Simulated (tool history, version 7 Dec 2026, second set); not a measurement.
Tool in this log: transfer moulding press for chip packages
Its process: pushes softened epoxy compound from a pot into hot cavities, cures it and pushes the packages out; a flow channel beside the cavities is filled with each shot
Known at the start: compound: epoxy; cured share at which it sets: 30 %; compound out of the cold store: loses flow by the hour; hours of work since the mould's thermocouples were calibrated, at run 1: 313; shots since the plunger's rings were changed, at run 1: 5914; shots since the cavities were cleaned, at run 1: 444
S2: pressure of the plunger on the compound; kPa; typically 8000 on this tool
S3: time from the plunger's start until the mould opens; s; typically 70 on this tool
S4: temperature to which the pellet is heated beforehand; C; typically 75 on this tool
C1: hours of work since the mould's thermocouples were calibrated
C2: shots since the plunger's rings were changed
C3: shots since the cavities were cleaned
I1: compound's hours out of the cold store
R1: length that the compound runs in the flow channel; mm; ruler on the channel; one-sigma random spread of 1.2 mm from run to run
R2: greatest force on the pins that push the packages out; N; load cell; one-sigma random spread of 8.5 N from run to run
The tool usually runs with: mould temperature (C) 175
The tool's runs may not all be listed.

{"run": 1, "hour": 0.0, "mould temperature (C)": 175, "S2": 8000, "S3": 70, "S4": 75, "C1": 313, "C2": 5914, "C3": 444, "I1": 34.5, "R1": 471, "R2": 577}
{"hour": 38.2, "done": "cavities cleaned with cleaning compound and waxed"}
{"hour": 45.0, "done": "mould's thermocouples calibrated"}
{"hour": 77.3, "done": "plunger's sealing rings changed"}
{"run": 2, "hour": 85.5, "mould temperature (C)": 175, "S2": 8000, "S3": 70, "S4": 75, "C1": 22, "C2": 122, "C3": 634, "I1": 30.5, "R1": 498, "R2": 654}
{"hour": 107.5, "done": "cavities cleaned with cleaning compound and waxed"}
{"run": 3, "hour": 154.1, "mould temperature (C)": 175, "S2": 8000, "S3": 70, "S4": 75, "C1": 61, "C2": 1117, "C3": 691, "I1": 15.6, "R1": 531, "R2": 737}
{"hour": 173.2, "done": "cavities cleaned with cleaning compound and waxed"}
{"hour": 238.8, "done": "cavities cleaned with cleaning compound and waxed"}
{"run": 4, "hour": 241.1, "mould temperature (C)": 175, "S2": 8000, "S3": 70, "S4": 75, "C1": 110, "C2": 2362, "C3": 33, "I1": 29.0, "R1": 493, "R2": 407}
{"hour": 305.7, "done": "cavities cleaned with cleaning compound and waxed"}
{"run": 5, "hour": 311.7, "mould temperature (C)": 175, "S2": 8000, "S3": 70, "S4": 75, "C1": 151, "C2": 3388, "C3": 89, "I1": 45.6, "R1": 454, "R2": 431}
{"hour": 370.3, "done": "cavities cleaned with cleaning compound and waxed"}
{"run": 6, "hour": 385.0, "mould temperature (C)": 175, "S2": 8000, "S3": 70, "S4": 75, "C1": 192, "C2": 4452, "C3": 219, "I1": 30.0, "R1": 484, "R2": 504}
{"hour": 434.7, "done": "cavities cleaned with cleaning compound and waxed"}
{"run": 7, "hour": 459.0, "mould temperature (C)": 175, "S2": 8000, "S3": 70, "S4": 75, "C1": 235, "C2": 5527, "C3": 360, "I1": 27.8, "R1": 485, "R2": 544}
{"hour": 500.8, "done": "cavities cleaned with cleaning compound and waxed"}
{"run": 8, "hour": 509.6, "mould temperature (C)": 175, "S2": 8000, "S3": 58, "S4": 75, "C1": 263, "C2": 6255, "C3": 130, "I1": 19.3, "R1": 502, "R2": 800}
{"hour": 560.0, "done": "plunger's sealing rings changed"}
{"hour": 571.2, "done": "cavities cleaned with cleaning compound and waxed"}
{"run": 9, "hour": 573.6, "mould temperature (C)": 175, "S2": 8000, "S3": 70, "S4": 75, "C1": 298, "C2": 179, "C3": 35, "I1": 30.4, "R1": 497, "R2": 384}
{"run": 10, "hour": 629.1, "mould temperature (C)": 175, "S2": 9860, "S3": 70, "S4": 75, "C1": 331, "C2": 1002, "C3": 858, "I1": 20.8, "R1": 572, "R2": 697}
{"hour": 636.3, "done": "cavities cleaned with cleaning compound and waxed"}
{"hour": 644.0, "done": "mould's thermocouples calibrated"}
{"hour": 704.4, "done": "cavities cleaned with cleaning compound and waxed"}
{"run": 11, "hour": 707.9, "mould temperature (C)": 175, "S2": 9860, "S3": 70, "S4": 75, "C1": 36, "C2": 2097, "C3": 53, "I1": 11.9, "R1": 592, "R2": 470}
{"run": 12, "hour": 760.7, "mould temperature (C)": 175, "S2": 8000, "S3": 70, "S4": 75, "C1": 67, "C2": 2880, "C3": 836, "I1": 8.0, "R1": 542, "R2": 791}
{"hour": 767.8, "done": "cavities cleaned with cleaning compound and waxed"}
{"run": 13, "hour": 799.0, "mould temperature (C)": 175, "S2": 8000, "S3": 70, "S4": 75, "C1": 89, "C2": 3425, "C3": 462, "I1": 41.5, "R1": 462, "R2": 611}
{"hour": 831.2, "done": "cavities cleaned with cleaning compound and waxed"}
{"run": 14, "hour": 864.5, "mould temperature (C)": 175, "S2": 8000, "S3": 70, "S4": 75, "C1": 126, "C2": 4374, "C3": 493, "I1": 26.4, "R1": 493, "R2": 626}
{"hour": 897.1, "done": "cavities cleaned with cleaning compound and waxed"}
{"run": 15, "hour": 933.7, "mould temperature (C)": 171, "S2": 6100, "S3": 75, "S4": 69, "C1": 166, "C2": 5378, "C3": 542, "I1": 31.1, "R1": 426, "R2": 749}
{"hour": 962.0, "done": "cavities cleaned with cleaning compound and waxed"}
{"run": 16, "hour": 986.6, "mould temperature (C)": 171, "S2": 6100, "S3": 56, "S4": 66, "C1": 196, "C2": 6141, "C3": 365, "I1": 10.1, "R1": 470, "R2": 1471}
{"hour": 1025.6, "done": "cavities cleaned with cleaning compound and waxed"}
{"run": 17, "hour": 1025.6, "mould temperature (C)": 170, "S2": 8000, "S3": 108, "S4": 75, "C1": 217, "C2": 6696, "C3": 0, "I1": 37.8, "R1": 472, "R2": 259}
{"hour": 1047.1, "done": "plunger's sealing rings changed"}
{"hour": 1093.2, "done": "cavities cleaned with cleaning compound and waxed"}
{"run": 18, "hour": 1115.0, "mould temperature (C)": 173, "S2": 8000, "S3": 82, "S4": 75, "C1": 267, "C2": 984, "C3": 324, "I1": 39.9, "R1": 479, "R2": 435}
{"hour": 1157.3, "done": "cavities cleaned with cleaning compound and waxed"}
{"run": 19, "hour": 1159.1, "mould temperature (C)": 178, "S2": 7930, "S3": 51, "S4": 83, "C1": 292, "C2": 1616, "C3": 27, "I1": 45.5, "R1": 450, "R2": 681}
{"run": 20, "hour": 1218.1, "mould temperature (C)": 177, "S2": 6820, "S3": 91, "S4": 75, "C1": 326, "C2": 2491, "C3": 902, "I1": 39.5, "R1": 430, "R2": 469}
{"hour": 1227.5, "done": "cavities cleaned with cleaning compound and waxed"}
{"hour": 1243.0, "done": "mould's thermocouples calibrated"}
{"hour": 1292.9, "done": "cavities cleaned with cleaning compound and waxed"}
{"run": 21, "hour": 1298.7, "mould temperature (C)": 177, "S2": 6820, "S3": 91, "S4": 75, "C1": 32, "C2": 3612, "C3": 86, "I1": 29.4, "R1": 450, "R2": 290}
{"hour": 1360.0, "done": "cavities cleaned with cleaning compound and waxed"}
{"run": 22, "hour": 1365.4, "mould temperature (C)": 170, "S2": 9900, "S3": 80, "S4": 75, "C1": 70, "C2": 4579, "C3": 81, "I1": 26.0, "R1": 566, "R2": 490}
{"hour": 1423.0, "done": "cavities cleaned with cleaning compound and waxed"}
{"run": 23, "hour": 1451.2, "mould temperature (C)": 170, "S2": 9900, "S3": 80, "S4": 75, "C1": 119, "C2": 5830, "C3": 419, "I1": 30.1, "R1": 549, "R2": 628}
{"hour": 1492.7, "done": "cavities cleaned with cleaning compound and waxed"}
{"run": 24, "hour": 1498.7, "mould temperature (C)": 169, "S2": 7680, "S3": 103, "S4": 66, "C1": 146, "C2": 6510, "C3": 88, "I1": 17.9, "R1": 513, "R2": 320}
{"hour": 1531.5, "done": "plunger's sealing rings changed"}
{"hour": 1562.5, "done": "cavities cleaned with cleaning compound and waxed"}
{"run": 25, "hour": 1568.5, "mould temperature (C)": 175, "S2": 8060, "S3": 62, "S4": 71, "C1": 184, "C2": 527, "C3": 89, "I1": 28.6, "R1": 505, "R2": 626}
{"hour": 1630.7, "done": "cavities cleaned with cleaning compound and waxed"}
{"run": 26, "hour": 1638.7, "mould temperature (C)": 175, "S2": 8060, "S3": 62, "S4": 71, "C1": 224, "C2": 1545, "C3": 118, "I1": 42.3, "R1": 472, "R2": 645}

What if the next run were any one of these 3? Each begins from the tool's condition after run 26:
{"hour": 1697.8, "done": "cavities cleaned with cleaning compound and waxed"}
{"run": "A", "hour": 1720.6, "mould temperature (C)": 175, "S2": 9410, "S3": 62, "S4": 69, "C1": 271, "C2": 2738, "C3": 338, "I1": 37.1, "R1": "?", "R2": "?"}
{"hour": 1697.8, "done": "cavities cleaned with cleaning compound and waxed"}
{"run": "B", "hour": 1720.6, "mould temperature (C)": 175, "S2": 8000, "S3": 70, "S4": 82, "C1": 271, "C2": 2738, "C3": 338, "I1": 22.8, "R1": "?", "R2": "?"}
{"hour": 1697.8, "done": "cavities cleaned with cleaning compound and waxed"}
{"run": "C", "hour": 1720.6, "mould temperature (C)": 173, "S2": 8060, "S3": 63, "S4": 69, "C1": 271, "C2": 2738, "C3": 338, "I1": 30.1, "R1": "?", "R2": "?"}

run=A R1=517 R2=785
run=B R1=508 R2=567
run=C R1=498 R2=883
Without the tool's hidden state the same runs would have given:
run=A R1=529 R2=541
run=B R1=519 R2=388
run=C R1=510 R2=607
